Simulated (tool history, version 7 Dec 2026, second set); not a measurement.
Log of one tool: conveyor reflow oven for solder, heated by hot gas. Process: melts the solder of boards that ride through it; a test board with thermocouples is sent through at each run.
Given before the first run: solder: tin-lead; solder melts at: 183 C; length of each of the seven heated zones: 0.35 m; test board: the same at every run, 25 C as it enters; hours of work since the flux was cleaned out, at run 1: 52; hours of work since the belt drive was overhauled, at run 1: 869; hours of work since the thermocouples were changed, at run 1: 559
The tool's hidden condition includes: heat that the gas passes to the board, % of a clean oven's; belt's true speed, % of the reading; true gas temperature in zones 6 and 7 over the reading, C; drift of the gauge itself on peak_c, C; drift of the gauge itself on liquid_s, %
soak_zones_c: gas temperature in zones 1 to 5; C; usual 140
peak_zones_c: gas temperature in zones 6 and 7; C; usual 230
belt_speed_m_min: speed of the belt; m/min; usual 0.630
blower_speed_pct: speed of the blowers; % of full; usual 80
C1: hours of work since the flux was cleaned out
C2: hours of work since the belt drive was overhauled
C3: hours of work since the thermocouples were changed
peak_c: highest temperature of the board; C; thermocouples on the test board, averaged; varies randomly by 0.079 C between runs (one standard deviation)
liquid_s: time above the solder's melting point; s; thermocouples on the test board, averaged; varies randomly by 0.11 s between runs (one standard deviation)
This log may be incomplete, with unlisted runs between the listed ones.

Run 1, hour 0.0: usual settings; C1 52; C2 869; C3 559. Result: peak_c 212.41 C, liquid_s 47.3 s.
Run 2, hour 28.2: usual settings; C1 67; C2 884; C3 575. Result: peak_c 212.47 C, liquid_s 47.0 s.
Run 3, hour 52.8: usual settings; C1 80; C2 898; C3 588. Result: peak_c 212.10 C, liquid_s 47.1 s.
Run 4, hour 70.1: usual settings; C1 90; C2 907; C3 597. Result: peak_c 212.28 C, liquid_s 47.2 s.
Run 5, hour 82.1: usual settings; C1 96; C2 913; C3 604. Result: peak_c 212.26 C, liquid_s 47.2 s.
At hour 98.6: belt drive overhauled, speed set with a stopwatch.
Run 6, hour 106.3: usual settings; C1 107; C2 4; C3 614. Result: peak_c 212.23 C, liquid_s 47.4 s.
Run 7, hour 130.1: usual settings but belt_speed_m_min 0.590 m/min; C1 120; C2 17; C3 627. Result: peak_c 214.40 C, liquid_s 53.0 s.
At hour 158.0: belt drive overhauled, speed set with a stopwatch, once more.
Run 8, hour 158.0: usual settings but blower_speed_pct 54 % of full; C1 132; C2 0; C3 640. Result: peak_c 202.71 C, liquid_s 34.9 s.
Run 9, hour 184.0: usual settings but blower_speed_pct 54 % of full; C1 146; C2 14; C3 654. Result: peak_c 202.70 C, liquid_s 34.8 s.
Run 10, hour 199.3: usual settings but blower_speed_pct 54 % of full; C1 155; C2 22; C3 662. Result: peak_c 202.65 C, liquid_s 34.9 s.
Run 11, hour 225.7: usual settings; C1 169; C2 36; C3 676. Result: peak_c 211.29 C, liquid_s 45.3 s.
Run 12, hour 249.4: usual settings but peak_zones_c 241 C; C1 181; C2 49; C3 689. Result: peak_c 220.40 C, liquid_s 51.9 s.
Run 13, hour 263.3: usual settings but blower_speed_pct 79 % of full; C1 189; C2 56; C3 696. Result: peak_c 211.18 C, liquid_s 45.0 s.
Run 14, hour 280.3: usual settings but blower_speed_pct 79 % of full; C1 198; C2 66; C3 706. Result: peak_c 211.10 C, liquid_s 44.9 s.
Run 15, hour 292.8: usual settings but belt_speed_m_min 0.697 m/min; C1 205; C2 72; C3 712. Result: peak_c 207.70 C, liquid_s 37.4 s.
Run 16, hour 321.6: usual settings but belt_speed_m_min 0.697 m/min; C1 220; C2 88; C3 728. Result: peak_c 207.61 C, liquid_s 37.2 s.
Run 17, hour 344.7: usual settings but soak_zones_c 154 C, peak_zones_c 242 C, belt_speed_m_min 0.522 m/min; C1 233; C2 100; C3 740. Result: peak_c 229.82 C, liquid_s 74.9 s.
Run 18, hour 358.7: usual settings but soak_zones_c 154 C, peak_zones_c 242 C, belt_speed_m_min 0.522 m/min; C1 240; C2 108; C3 748. Result: peak_c 229.74 C, liquid_s 75.1 s.
At hour 372.7: flux residue cleaned out of gas plates and filters.
Run 19, hour 379.5: usual settings but belt_speed_m_min 0.726 m/min, blower_speed_pct 77 % of full; C1 4; C2 116; C3 756. Result: peak_c 206.32 C, liquid_s 34.5 s.
Run 20, hour 394.1: usual settings but soak_zones_c 150 C, peak_zones_c 238 C, belt_speed_m_min 0.509 m/min, blower_speed_pct 81 % of full; C1 11; C2 124; C3 764. Result: peak_c 227.40 C, liquid_s 74.1 s.
Run 21, hour 407.5: usual settings but soak_zones_c 150 C, peak_zones_c 237 C, belt_speed_m_min 0.688 m/min, blower_speed_pct 81 % of full; C1 19; C2 131; C3 771. Result: peak_c 217.39 C, liquid_s 48.7 s.
Run 22, hour 419.3: usual settings but soak_zones_c 151 C, peak_zones_c 229 C, belt_speed_m_min 0.620 m/min, blower_speed_pct 89 % of full; C1 25; C2 137; C3 777. Result: peak_c 216.19 C, liquid_s 54.6 s.
Run 23, hour 442.1: usual settings but soak_zones_c 151 C, peak_zones_c 229 C, belt_speed_m_min 0.620 m/min, blower_speed_pct 89 % of full; C1 37; C2 150; C3 790. Result: peak_c 216.18 C, liquid_s 54.5 s.

Across each entry between runs, compare the hidden state at the last listed run before it with the hidden state at the first listed run after it:
After run 5, before run 6: belt drive overhauled, speed set with a stopwatch (hour 98.6)
  heat that the gas passes to the board, % of a clean oven's: 98.1 -> 97.9; belt's true speed, % of the reading: 97.89 -> 97.57; true gas temperature in zones 6 and 7 over the reading, C: 1.56 -> 1.59
  the result without the hidden state subtracted from the measured one, peak_c: +1.40 -> +1.47 C; liquid_s: +2.1 -> +2.4 s
After run 7, before run 8: belt drive overhauled, speed set with a stopwatch, once more (hour 158.0)
  heat that the gas passes to the board, % of a clean oven's: 97.7 -> 97.5; belt's true speed, % of the reading: 97.53 -> 99.93; true gas temperature in zones 6 and 7 over the reading, C: 1.62 -> 1.65
  the result without the hidden state subtracted from the measured one, peak_c: +1.47 -> +0.56 C; liquid_s: +2.5 -> +0.5 s
After run 18, before run 19: flux residue cleaned out of gas plates and filters (hour 372.7)
  heat that the gas passes to the board, % of a clean oven's: 95.8 -> 99.2; belt's true speed, % of the reading: 99.66 -> 99.64; true gas temperature in zones 6 and 7 over the reading, C: 1.93 -> 1.95
  the result without the hidden state subtracted from the measured one, peak_c: +0.71 -> +1.35 C; liquid_s: +0.6 -> +1.3 s
